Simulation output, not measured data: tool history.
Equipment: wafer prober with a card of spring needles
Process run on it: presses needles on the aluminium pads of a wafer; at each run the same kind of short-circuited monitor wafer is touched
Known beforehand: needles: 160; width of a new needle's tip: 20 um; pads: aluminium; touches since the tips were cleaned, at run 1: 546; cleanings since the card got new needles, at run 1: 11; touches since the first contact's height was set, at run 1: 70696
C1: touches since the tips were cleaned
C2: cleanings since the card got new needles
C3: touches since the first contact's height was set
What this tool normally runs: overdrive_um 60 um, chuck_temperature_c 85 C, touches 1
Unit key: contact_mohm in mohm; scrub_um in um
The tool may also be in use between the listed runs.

run 1 day=0.000 | overdrive_um=60 chuck_temperature_c=85 touches=1 | C1=546 C2=11 C3=70696 | contact_mohm=226 scrub_um=13.49
-- day=0.400 tips cleaned on abrasive film
run 2 day=0.400 | overdrive_um=60 chuck_temperature_c=85 touches=1 | C1=0 C2=12 C3=76001 | contact_mohm=261 scrub_um=13.39
-- day=0.867 tips cleaned on abrasive film
run 3 day=0.958 | overdrive_um=60 chuck_temperature_c=85 touches=1 | C1=1200 C2=13 C3=83447 | contact_mohm=231 scrub_um=13.37
-- day=1.296 tips cleaned on abrasive film
-- day=1.712 tips cleaned on abrasive film
run 4 day=1.725 | overdrive_um=60 chuck_temperature_c=85 touches=1 | C1=201 C2=15 C3=93643 | contact_mohm=222 scrub_um=13.31
-- day=2.125 tips cleaned on abrasive film
run 5 day=2.433 | overdrive_um=60 chuck_temperature_c=85 touches=1 | C1=4117 C2=16 C3=103091 | contact_mohm=244 scrub_um=13.30
-- day=2.567 tips cleaned on abrasive film
run 6 day=2.817 | overdrive_um=60 chuck_temperature_c=85 touches=1 | C1=3340 C2=17 C3=108183 | contact_mohm=246 scrub_um=13.40
-- day=2.975 tips cleaned on abrasive film
-- day=3.438 tips cleaned on abrasive film
run 7 day=3.579 | overdrive_um=60 chuck_temperature_c=85 touches=1 | C1=1875 C2=19 C3=118307 | contact_mohm=231 scrub_um=13.13
-- day=3.908 tips cleaned on abrasive film
-- day=4.175 tips cleaned on abrasive film, once more
run 8 day=4.275 | overdrive_um=60 chuck_temperature_c=44 touches=1 | C1=1329 C2=21 C3=127520 | contact_mohm=223 scrub_um=13.10
-- day=4.608 tips cleaned on abrasive film
run 9 day=4.775 | overdrive_um=60 chuck_temperature_c=85 touches=2 | C1=2257 C2=22 C3=134216 | contact_mohm=230 scrub_um=13.01
-- day=5.025 tips cleaned on abrasive film
run 10 day=5.412 | overdrive_um=60 chuck_temperature_c=56 touches=1 | C1=5201 C2=23 C3=142682 | contact_mohm=246 scrub_um=13.02
-- day=5.454 tips cleaned on abrasive film
-- day=5.867 tips cleaned on abrasive film
run 11 day=6.133 | overdrive_um=60 chuck_temperature_c=56 touches=1 | C1=3531 C2=25 C3=152247 | contact_mohm=243 scrub_um=12.99
-- day=6.329 tips cleaned on abrasive film
-- day=6.558 height of the first contact set anew
run 12 day=6.638 | overdrive_um=60 chuck_temperature_c=56 touches=1 | C1=3997 C2=26 C3=1087 | contact_mohm=236 scrub_um=13.79
-- day=6.779 tips cleaned on abrasive film
run 13 day=7.062 | overdrive_um=60 chuck_temperature_c=56 touches=1 | C1=3806 C2=27 C3=6724 | contact_mohm=236 scrub_um=13.93
-- day=7.254 tips cleaned on abrasive film
-- day=7.667 tips cleaned on abrasive film
run 14 day=7.883 | overdrive_um=60 chuck_temperature_c=56 touches=1 | C1=2916 C2=29 C3=17650 | contact_mohm=236 scrub_um=13.73
-- day=8.100 tips cleaned on abrasive film
run 15 day=8.358 | overdrive_um=60 chuck_temperature_c=56 touches=1 | C1=3478 C2=30 C3=23965 | contact_mohm=236 scrub_um=13.79
-- day=8.525 tips cleaned on abrasive film
-- day=9.004 tips cleaned on abrasive film
run 16 day=9.308 | overdrive_um=63 chuck_temperature_c=85 touches=1 | C1=4041 C2=32 C3=36578 | contact_mohm=247 scrub_um=14.49
-- day=9.458 tips cleaned on abrasive film
-- day=9.925 tips cleaned on abrasive film
run 17 day=10.175 | overdrive_um=63 chuck_temperature_c=85 touches=1 | C1=3396 C2=34 C3=48138 | contact_mohm=238 scrub_um=14.32
-- day=10.342 tips cleaned on abrasive film
run 18 day=10.679 | overdrive_um=43 chuck_temperature_c=85 touches=1 | C1=4528 C2=35 C3=54843 | contact_mohm=281 scrub_um=9.65
-- day=10.746 tips cleaned on abrasive film
-- day=11.171 tips cleaned on abrasive film
run 19 day=11.392 | overdrive_um=43 chuck_temperature_c=57 touches=2 | C1=2985 C2=37 C3=64301 | contact_mohm=246 scrub_um=9.55
-- day=11.600 tips cleaned on abrasive film
run 20 day=11.962 | overdrive_um=43 chuck_temperature_c=57 touches=2 | C1=4861 C2=38 C3=71924 | contact_mohm=257 scrub_um=9.62
-- day=12.017 tips cleaned on abrasive film
-- day=12.421 tips cleaned on abrasive film
run 21 day=12.571 | overdrive_um=43 chuck_temperature_c=85 touches=1 | C1=1982 C2=40 C3=79949 | contact_mohm=265 scrub_um=9.44
-- day=12.875 tips cleaned on abrasive film
run 22 day=13.062 | overdrive_um=70 chuck_temperature_c=50 touches=1 | C1=2525 C2=41 C3=86514 | contact_mohm=226 scrub_um=15.81
-- day=13.279 tips cleaned on abrasive film
run 23 day=13.500 | overdrive_um=60 chuck_temperature_c=85 touches=2 | C1=2970 C2=42 C3=92348 | contact_mohm=231 scrub_um=13.41
-- day=13.738 tips cleaned on abrasive film
run 24 day=14.079 | overdrive_um=71 chuck_temperature_c=30 touches=1 | C1=4562 C2=43 C3=100043 | contact_mohm=226 scrub_um=15.88
-- day=14.171 tips cleaned on abrasive film
-- day=14.633 tips cleaned on abrasive film
run 25 day=14.946 | overdrive_um=62 chuck_temperature_c=58 touches=3 | C1=4213 C2=45 C3=111589 | contact_mohm=222 scrub_um=13.73
-- day=15.088 tips cleaned on abrasive film
-- day=15.508 tips cleaned on abrasive film
run 26 day=15.683 | overdrive_um=78 chuck_temperature_c=121 touches=2 | C1=2380 C2=47 C3=121387 | contact_mohm=230 scrub_um=17.35
-- day=15.958 tips cleaned on abrasive film
-- day=16.383 tips cleaned on abrasive film
run 27 day=16.450 | overdrive_um=55 chuck_temperature_c=44 touches=2 | C1=927 C2=49 C3=131562 | contact_mohm=222 scrub_um=12.04
-- day=16.842 tips cleaned on abrasive film
-- day=17.258 tips cleaned on abrasive film
run 28 day=17.258 | overdrive_um=45 chuck_temperature_c=27 touches=1 | C1=0 C2=51 C3=142295 | contact_mohm=219 scrub_um=9.69
-- day=17.662 tips cleaned on abrasive film
-- day=18.079 tips cleaned on abrasive film
run 29 day=18.208 | overdrive_um=42 chuck_temperature_c=27 touches=1 | C1=1726 C2=53 C3=154917 | contact_mohm=251 scrub_um=8.86
-- day=18.475 height of the first contact set anew
-- day=18.521 tips cleaned on abrasive film
run 30 day=18.854 | overdrive_um=76 chuck_temperature_c=29 touches=1 | C1=4509 C2=54 C3=5072 | contact_mohm=229 scrub_um=17.52
-- day=19.004 tips cleaned on abrasive film
-- day=19.421 tips cleaned on abrasive film
run 31 day=19.729 | overdrive_um=76 chuck_temperature_c=99 touches=1 | C1=4115 C2=56 C3=16671 | contact_mohm=237 scrub_um=17.48

Branching from run 31: 3 alternative next runs. What would each branch give?
-- day=19.879 tips cleaned on abrasive film
-- day=20.288 tips cleaned on abrasive film
run A day=20.579 | overdrive_um=59 chuck_temperature_c=36 touches=2 | C1=3895 C2=58 C3=27998 | contact_mohm=? scrub_um=?
-- day=19.879 tips cleaned on abrasive film
-- day=20.288 tips cleaned on abrasive film
run B day=20.579 | overdrive_um=60 chuck_temperature_c=113 touches=2 | C1=3895 C2=58 C3=27998 | contact_mohm=? scrub_um=?
-- day=19.879 tips cleaned on abrasive film
-- day=20.288 tips cleaned on abrasive film
run C day=20.579 | overdrive_um=76 chuck_temperature_c=122 touches=1 | C1=3895 C2=58 C3=27998 | contact_mohm=? scrub_um=?

run=A contact_mohm=227 scrub_um=13.58
run=B contact_mohm=248 scrub_um=13.72
run=C contact_mohm=239 scrub_um=17.54
Take away the tool's hidden state, keep each run's random variation, and the runs would have read:
run=A contact_mohm=207 scrub_um=13.71
run=B contact_mohm=230 scrub_um=13.86
run=C contact_mohm=220 scrub_um=17.67

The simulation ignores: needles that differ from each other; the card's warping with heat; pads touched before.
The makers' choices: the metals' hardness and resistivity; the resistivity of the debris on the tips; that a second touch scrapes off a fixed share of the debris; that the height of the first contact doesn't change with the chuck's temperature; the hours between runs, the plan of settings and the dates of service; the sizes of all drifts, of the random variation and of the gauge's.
